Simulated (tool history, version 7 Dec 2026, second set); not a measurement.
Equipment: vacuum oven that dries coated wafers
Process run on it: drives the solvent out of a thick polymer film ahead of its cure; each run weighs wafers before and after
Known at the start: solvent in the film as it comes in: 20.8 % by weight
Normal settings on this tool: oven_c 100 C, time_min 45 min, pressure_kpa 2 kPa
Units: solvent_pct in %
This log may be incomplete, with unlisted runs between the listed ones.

run    hour  oven_c  time_min  pressure_kpa  solvent_pct
  1       0     100        45             2         6.29
  2    37.6     100        45             2         6.16
  3    61.6     100        45             2         6.18
  4      95     100        45             2         6.07
  5   133.2     100        28             2         8.66
  6   158.8     100        28          3.67          9.9
  7   181.4     100        28          3.67          9.9
  8   210.2     100        28          3.67         9.97
  9   228.6     100        27             2         8.87
 10   257.2     109        45             2         3.21
 11   277.4      94        45             2         8.44
 12   302.6      94        45             2         8.32
 13   320.3      94        45             2          8.5
 14   345.1      94        45             2         8.32
 15   367.7     100        27             2         8.86
 16   392.4     100        27             2          8.9
 17   430.6     100        27             2         8.81
 18   453.2     100        45             2         6.01
      457.6  -- oven's thermocouples calibrated
 19   489.9     100        45             2         6.06
 20     507     100        45             2         6.07
 21     542     100        45          3.41         7.37
 22     560     100        45          5.66         9.28
 23     597     100        45          5.66         9.44
 24   620.3      86        32          1.22        12.09
 25   649.6      86        32          1.22        12.25
      680.5  -- oven's thermocouples calibrated, once more
 26   683.7      88        22             2        13.97
      691.9  -- vacuum gauge cleaned of residue and calibrated
 27   701.6      88        22             2        13.53
 28   718.1      88        22             2         13.5
 29   734.2      95        37          4.61        11.24
 30   765.1     109        31          7.54         8.54
 31   800.7     109        31          7.54         8.48
 32   838.2     105        45          2.96         5.03
 33   861.9      94        45          2.26         8.34
 34     896      90        56           3.4        10.18
 35   915.1      90        56           3.4        10.19
 36   944.5      97        71          1.04         3.69
 37   963.6      97        71          1.04         3.59
 38     996      96        47          2.63         7.74
 39    1015     100        45          6.36         9.94
 40  1032.2     100        45          6.36         9.89
 41  1066.2     100        45          6.36          9.7
 42  1099.6     100        29          3.17         9.26
 43  1128.5     100        29          3.17         9.03
 44  1161.7     100        29          3.17         9.26
 45  1188.8     100        29          3.17         9.13
 46  1214.9     101        23             2          9.1

Below, some changes in solvent_pct between adjacent runs. For each, the amount present without the hidden state too (settings, incoming material, random variation) and the amount remaining for the hidden state with gauge scatter not shared by both compared results:
Hidden state present: true wafer temperature over the reading, C; true pressure over the reading, kPa; drift of the gauge itself on solvent_pct, %.
Run 9 -> 10: oven_c 100 -> 109, time_min 27 -> 45. solvent_pct -5.66 %: hidden state +0.02, all else -5.68.
Run 10 -> 11: oven_c 109 -> 94. solvent_pct +5.23 %: hidden state +0.02, all else +5.21.
Run 18 -> 19: oven's thermocouples calibrated. solvent_pct +0.05 %: hidden state -0.07, all else +0.12.
Run 25 -> 26: oven_c 86 -> 88, time_min 32 -> 22, pressure_kpa 1.22 -> 2, oven's thermocouples calibrated, once more. solvent_pct +1.72 %: hidden state +0.12, all else +1.6.
Run 26 -> 27: vacuum gauge cleaned of residue and calibrated. solvent_pct -0.44 %: hidden state -0.24, all else -0.2.
Run 35 -> 36: oven_c 90 -> 97, time_min 56 -> 71, pressure_kpa 3.4 -> 1.04. solvent_pct -6.5 %: hidden state +0.05, all else -6.55.
